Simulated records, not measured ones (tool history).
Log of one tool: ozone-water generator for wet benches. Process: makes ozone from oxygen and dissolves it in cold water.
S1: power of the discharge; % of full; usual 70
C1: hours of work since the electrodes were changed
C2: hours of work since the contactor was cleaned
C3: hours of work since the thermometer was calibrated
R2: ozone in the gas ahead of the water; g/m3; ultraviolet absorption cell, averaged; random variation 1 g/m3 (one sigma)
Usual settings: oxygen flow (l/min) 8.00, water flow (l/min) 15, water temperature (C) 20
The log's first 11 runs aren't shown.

Run 12, hour 891.9: usual settings but S1 95 % of full; C1 4209; C2 874; C3 2497. Result: dissolved ozone (ppm) 29.5, R2 197.4 g/m3.
At hour 902.6: contactor cleaned.
Run 13, hour 967.6: usual settings but S1 95 % of full; C1 4269; C2 54; C3 2557. Result: dissolved ozone (ppm) 29.1, R2 197.8 g/m3.
Run 14, hour 1022.1: usual settings but S1 95 % of full; C1 4315; C2 100; C3 2602. Result: dissolved ozone (ppm) 29.0, R2 197.7 g/m3.
Run 15, hour 1121.7: usual settings but oxygen flow (l/min) 4.13; C1 4398; C2 183; C3 2685. Result: dissolved ozone (ppm) 26.3, R2 236.4 g/m3.
At hour 1149.9: contactor cleaned, once more.
Run 16, hour 1199.7: usual settings; C1 4460; C2 42; C3 2747. Result: dissolved ozone (ppm) 25.0, R2 170.0 g/m3.
Run 17, hour 1262.6: usual settings; C1 4512; C2 94; C3 2800. Result: dissolved ozone (ppm) 25.2, R2 169.5 g/m3.
Run 18, hour 1324.7: usual settings but oxygen flow (l/min) 6.70, water flow (l/min) 21; C1 4564; C2 146; C3 2852. Result: dissolved ozone (ppm) 20.4, R2 186.2 g/m3.
Run 19, hour 1438.2: usual settings but oxygen flow (l/min) 11.25; C1 4659; C2 241; C3 2947. Result: dissolved ozone (ppm) 23.9, R2 143.3 g/m3.
Run 20, hour 1520.3: usual settings but oxygen flow (l/min) 12.29, water temperature (C) 26; C1 4728; C2 310; C3 3015. Result: dissolved ozone (ppm) 20.2, R2 136.7 g/m3.
Run 21, hour 1588.8: usual settings but oxygen flow (l/min) 7.37, water flow (l/min) 12, water temperature (C) 19; C1 4785; C2 367; C3 3073. Result: dissolved ozone (ppm) 29.8, R2 178.1 g/m3.
Run 22, hour 1693.3: usual settings but S1 97 % of full, oxygen flow (l/min) 12.88, water flow (l/min) 13, water temperature (C) 21; C1 4873; C2 454; C3 3160. Result: dissolved ozone (ppm) 27.8, R2 154.7 g/m3.
Run 23, hour 1780.7: usual settings but S1 97 % of full, oxygen flow (l/min) 12.88, water flow (l/min) 13, water temperature (C) 21; C1 4946; C2 527; C3 3233. Result: dissolved ozone (ppm) 27.6, R2 155.1 g/m3.
Run 24, hour 1886.1: usual settings but S1 97 % of full, oxygen flow (l/min) 12.88, water flow (l/min) 13, water temperature (C) 21; C1 5034; C2 616; C3 3321. Result: dissolved ozone (ppm) 27.8, R2 154.4 g/m3.
Run 25, hour 1987.4: usual settings but S1 45 % of full, oxygen flow (l/min) 4.47, water flow (l/min) 10, water temperature (C) 13; C1 5119; C2 700; C3 3406. Result: dissolved ozone (ppm) 31.5, R2 184.6 g/m3.
Run 26, hour 2055.4: usual settings but S1 46 % of full, oxygen flow (l/min) 4.47, water flow (l/min) 18; C1 5175; C2 757; C3 3463. Result: dissolved ozone (ppm) 18.6, R2 182.6 g/m3.
Run 27, hour 2169.9: usual settings but S1 64 % of full, oxygen flow (l/min) 4.47; C1 5271; C2 853; C3 3559. Result: dissolved ozone (ppm) 24.8, R2 215.5 g/m3.
Run 28, hour 2236.1: usual settings but oxygen flow (l/min) 7.94, water flow (l/min) 22; C1 5326; C2 908; C3 3614. Result: dissolved ozone (ppm) 19.1, R2 168.0 g/m3.
Run 29, hour 2315.1: usual settings but S1 43 % of full, oxygen flow (l/min) 7.16, water flow (l/min) 10; C1 5393; C2 974; C3 3680. Result: dissolved ozone (ppm) 24.8, R2 141.8 g/m3.
Run 30, hour 2371.1: usual settings but S1 43 % of full, oxygen flow (l/min) 7.16, water flow (l/min) 10; C1 5439; C2 1021; C3 3727. Result: dissolved ozone (ppm) 25.1, R2 140.3 g/m3.
Run 31, hour 2448.6: usual settings but S1 43 % of full, oxygen flow (l/min) 13.58, water flow (l/min) 10, water temperature (C) 13; C1 5504; C2 1086; C3 3792. Result: dissolved ozone (ppm) 24.9, R2 102.3 g/m3.
Run 32, hour 2532.8: usual settings but S1 43 % of full, oxygen flow (l/min) 13.58, water flow (l/min) 10, water temperature (C) 13; C1 5575; C2 1156; C3 3862. Result: dissolved ozone (ppm) 25.1, R2 102.4 g/m3.

4 ways to go on from here, each from the tool as it stands after run 32. What would each give?
Run A, hour 2614.9: usual settings but S1 67 % of full, water flow (l/min) 20; C1 5643; C2 1225; C3 3931. Result: dissolved ozone (ppm) ?, R2 ?.
Run B, hour 2614.9: usual settings but oxygen flow (l/min) 4.07, water flow (l/min) 12, water temperature (C) 15; C1 5643; C2 1225; C3 3931. Result: dissolved ozone (ppm) ?, R2 ?.
Run C, hour 2614.9: usual settings but oxygen flow (l/min) 9.78; C1 5643; C2 1225; C3 3931. Result: dissolved ozone (ppm) ?, R2 ?.
Run D, hour 2614.9: usual settings but S1 46 % of full; C1 5643; C2 1225; C3 3931. Result: dissolved ozone (ppm) ?, R2 ?.

run  dissolved ozone (ppm)     R2
  A                   20.1  163.0
  B                   33.1  237.8
  C                   23.7  152.3
  D                   20.3  138.1
Without the tool's hidden state the same runs would have given:
run  dissolved ozone (ppm)     R2
  A                   21.8  173.9
  B                   35.9  254.0
  C                   25.8  162.7
  D                   21.7  145.5
